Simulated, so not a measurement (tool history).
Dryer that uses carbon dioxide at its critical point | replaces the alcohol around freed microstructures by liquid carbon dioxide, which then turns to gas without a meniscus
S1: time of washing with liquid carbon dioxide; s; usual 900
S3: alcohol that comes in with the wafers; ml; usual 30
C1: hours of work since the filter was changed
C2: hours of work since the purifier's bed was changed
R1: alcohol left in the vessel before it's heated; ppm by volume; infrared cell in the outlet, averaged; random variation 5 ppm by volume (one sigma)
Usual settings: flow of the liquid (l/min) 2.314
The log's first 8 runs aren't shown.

run 9 day=2.912 | S1=900 flow_of_the_liquid_(l/min)=2.314 S3=30 | C1=55 C2=137 | R1=38
run 10 day=3.158 | S1=900 flow_of_the_liquid_(l/min)=2.314 S3=30 | C1=60 C2=142 | R1=21
run 11 day=3.446 | S1=900 flow_of_the_liquid_(l/min)=2.314 S3=30 | C1=65 C2=147 | R1=36
run 12 day=3.783 | S1=900 flow_of_the_liquid_(l/min)=2.314 S3=30 | C1=72 C2=154 | R1=32
run 13 day=4.108 | S1=900 flow_of_the_liquid_(l/min)=2.314 S3=30 | C1=78 C2=160 | R1=39
run 14 day=4.383 | S1=900 flow_of_the_liquid_(l/min)=2.314 S3=30 | C1=83 C2=165 | R1=28
run 15 day=4.85 | S1=900 flow_of_the_liquid_(l/min)=2.314 S3=30 | C1=92 C2=174 | R1=40
run 16 day=5.279 | S1=900 flow_of_the_liquid_(l/min)=2.314 S3=30 | C1=100 C2=182 | R1=44
run 17 day=5.5 | S1=900 flow_of_the_liquid_(l/min)=2.314 S3=30 | C1=104 C2=186 | R1=28
run 18 day=5.779 | S1=900 flow_of_the_liquid_(l/min)=2.314 S3=30 | C1=110 C2=192 | R1=46
run 19 day=6.238 | S1=1380 flow_of_the_liquid_(l/min)=2.09 S3=21 | C1=119 C2=201 | R1=28
run 20 day=6.521 | S1=1080 flow_of_the_liquid_(l/min)=2.62 S3=30 | C1=124 C2=206 | R1=26
run 21 day=6.938 | S1=720 flow_of_the_liquid_(l/min)=2.58 S3=39 | C1=132 C2=214 | R1=57
run 22 day=7.279 | S1=1260 flow_of_the_liquid_(l/min)=2.58 S3=113 | C1=138 C2=220 | R1=20
run 23 day=7.571 | S1=1260 flow_of_the_liquid_(l/min)=1.53 S3=113 | C1=144 C2=226 | R1=124
run 24 day=8.029 | S1=1080 flow_of_the_liquid_(l/min)=2.11 S3=22 | C1=153 C2=235 | R1=40
run 25 day=8.296 | S1=1080 flow_of_the_liquid_(l/min)=2.11 S3=22 | C1=158 C2=240 | R1=37
run 26 day=8.683 | S1=900 flow_of_the_liquid_(l/min)=2.314 S3=50 | C1=165 C2=247 | R1=53
run 27 day=8.962 | S1=900 flow_of_the_liquid_(l/min)=2.314 S3=50 | C1=170 C2=252 | R1=58
-- day=9.038 inlet filter changed
run 28 day=9.254 | S1=900 flow_of_the_liquid_(l/min)=2.314 S3=50 | C1=4 C2=257 | R1=41
run 29 day=9.471 | S1=900 flow_of_the_liquid_(l/min)=3.13 S3=39 | C1=8 C2=261 | R1=31
run 30 day=9.925 | S1=900 flow_of_the_liquid_(l/min)=2.314 S3=65 | C1=17 C2=270 | R1=59
run 31 day=10.262 | S1=660 flow_of_the_liquid_(l/min)=2.44 S3=74 | C1=23 C2=276 | R1=130

Forecast each of these 5 alternatives for the next run:
run A day=10.588 | S1=960 flow_of_the_liquid_(l/min)=2.314 S3=41 | C1=29 C2=282 | R1=?
run B day=10.588 | S1=900 flow_of_the_liquid_(l/min)=2.39 S3=30 | C1=29 C2=282 | R1=?
run C day=10.588 | S1=720 flow_of_the_liquid_(l/min)=2.44 S3=35 | C1=29 C2=282 | R1=?
run D day=10.588 | S1=660 flow_of_the_liquid_(l/min)=2.314 S3=83 | C1=29 C2=282 | R1=?
run E day=10.588 | S1=540 flow_of_the_liquid_(l/min)=1.56 S3=23 | C1=29 C2=282 | R1=?

run=A R1=47
run=B R1=38
run=C R1=60
run=D R1=180
run=E R1=411
Without the tool's hidden state the same runs would have given:
run=A R1=17
run=B R1=9
run=C R1=28
run=D R1=133
run=E R1=356
